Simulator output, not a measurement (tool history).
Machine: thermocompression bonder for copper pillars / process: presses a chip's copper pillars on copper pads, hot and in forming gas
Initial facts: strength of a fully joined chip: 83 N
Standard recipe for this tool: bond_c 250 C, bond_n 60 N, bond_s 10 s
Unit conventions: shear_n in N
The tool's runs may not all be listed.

| run | hour | bond_c | bond_n | bond_s | shear_n |
|---|---|---|---|---|---|
| 1 | 0.0 | 250 | 60 | 10 | 39.9 |
| 2 | 20.2 | 250 | 83 | 10 | 47.9 |
| 3 | 33.2 | 250 | 83 | 10 | 48.3 |
| 4 | 56.7 | 250 | 60 | 12 | 42.6 |
| 5 | 76.5 | 250 | 60 | 12 | 42.8 |
| 6 | 93.5 | 250 | 60 | 25 | 53.6 |
| 7 | 108.9 | 250 | 60 | 25 | 54.4 |
| 8 | 119.4 | 250 | 60 | 25 | 54.1 |
| 9 | 141.0 | 250 | 60 | 25 | 53.8 |
| 10 | 157.1 | 250 | 60 | 25 | 53.8 |
| 11 | 181.4 | 250 | 60 | 25 | 54.2 |
| 12 | 202.3 | 250 | 60 | 25 | 54.7 |
| 13 | 213.0 | 250 | 60 | 10 | 40.6 |
| 14 | 230.0 | 250 | 60 | 10 | 40.8 |
|  | 242.3 | gauge calibrated |
| 15 | 242.7 | 250 | 60 | 10 | 39.3 |
| 16 | 264.2 | 250 | 60 | 10 | 39.1 |
| 17 | 288.6 | 250 | 60 | 10 | 40.1 |
| 18 | 310.4 | 250 | 61 | 22 | 52.3 |
| 19 | 328.1 | 270 | 51 | 9 | 44.9 |
|  | 344.4 | heater calibrated with a thermocouple chip |
| 20 | 350.9 | 270 | 58 | 7 | 44.6 |
| 21 | 373.1 | 270 | 61 | 7 | 46.3 |
| 22 | 389.8 | 227 | 64 | 22 | 40.1 |
| 23 | 410.0 | 260 | 60 | 6 | 38.4 |
| 24 | 424.6 | 274 | 83 | 7 | 56.9 |
| 25 | 442.4 | 274 | 45 | 7 | 41.1 |
| 26 | 462.5 | 230 | 45 | 7 | 20.9 |
| 27 | 473.6 | 247 | 77 | 15 | 51.7 |
| 28 | 488.5 | 249 | 52 | 10 | 36.9 |
| 29 | 512.9 | 241 | 60 | 7 | 31.4 |
| 30 | 527.0 | 250 | 60 | 17 | 48.8 |
| 31 | 540.0 | 250 | 68 | 7 | 39.0 |
| 32 | 558.9 | 250 | 68 | 7 | 39.2 |
|  | 572.7 | gauge calibrated |
| 33 | 576.2 | 250 | 68 | 7 | 38.1 |

What if the next run were any one of these 3? Each begins from the tool's condition after run 33:
| A | 601.3 | 268 | 60 | 7 | ? |
| B | 601.3 | 247 | 36 | 10 | ? |
| C | 601.3 | 241 | 60 | 10 | ? |

| run | shear_n |
|---|---|
| A | 44.1 |
| B | 27.6 |
| C | 35.2 |
Stripped of hidden state, with their random variation kept, the same runs would have yielded:
| run | shear_n |
|---|---|
| A | 44.0 |
| B | 27.5 |
| C | 35.1 |

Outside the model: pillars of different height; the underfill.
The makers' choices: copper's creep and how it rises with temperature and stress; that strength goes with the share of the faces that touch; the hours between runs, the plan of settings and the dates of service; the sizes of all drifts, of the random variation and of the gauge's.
